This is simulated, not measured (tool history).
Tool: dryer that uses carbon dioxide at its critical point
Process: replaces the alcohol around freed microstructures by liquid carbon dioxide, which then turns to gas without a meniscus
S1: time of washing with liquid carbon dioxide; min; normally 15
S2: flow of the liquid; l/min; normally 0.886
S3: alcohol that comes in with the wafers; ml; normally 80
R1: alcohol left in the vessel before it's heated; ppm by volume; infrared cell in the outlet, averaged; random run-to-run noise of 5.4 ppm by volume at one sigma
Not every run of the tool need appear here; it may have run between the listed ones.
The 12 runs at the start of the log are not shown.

run	day	S1	S2	S3	R1
13	11.988	12	0.886	80	665
14	13.667	12	0.886	80	691
15	14.608	15	0.886	80	295
16	16.258	15	0.886	80	299
17	17.046	15	0.886	80	324
18	17.917	15	0.886	80	320
# day 18.875: inlet filter changed
19	19.729	10	0.882	115	1431
20	21.254	10	0.882	115	1452
21	22.904	14	0.683	115	1092
22	24.058	15	1.173	59	127
23	25.183	15	1.173	59	124
24	26.575	15	1.173	59	139
25	27.550	15	1.173	59	131
26	29.146	15	0.928	21	159
27	29.979	15	0.928	21	159
28	31.425	9	0.563	21	1482
29	32.271	21	0.886	53	147
30	33.450	21	0.886	53	148
31	34.867	11	0.886	80	974
32	35.862	24	0.974	43	154
33	36.771	24	0.974	43	149
34	38.517	13	0.768	87	1050
35	40.150	13	0.768	87	1089

Consider 3 possible next runs. They are alternatives, not a sequence: every one starts from the tool as it was left by run 35. What does each give?
# day 40.404: inlet filter changed
A	41.396	15	0.654	111	?
# day 40.404: inlet filter changed
B	41.396	17	0.573	66	?
# day 40.404: inlet filter changed
C	41.396	18	1.469	42	?

run	R1
A	974
B	652
C	164
With no hidden state in the tool, these same runs would have given:
run	R1
A	792
B	479
C	10

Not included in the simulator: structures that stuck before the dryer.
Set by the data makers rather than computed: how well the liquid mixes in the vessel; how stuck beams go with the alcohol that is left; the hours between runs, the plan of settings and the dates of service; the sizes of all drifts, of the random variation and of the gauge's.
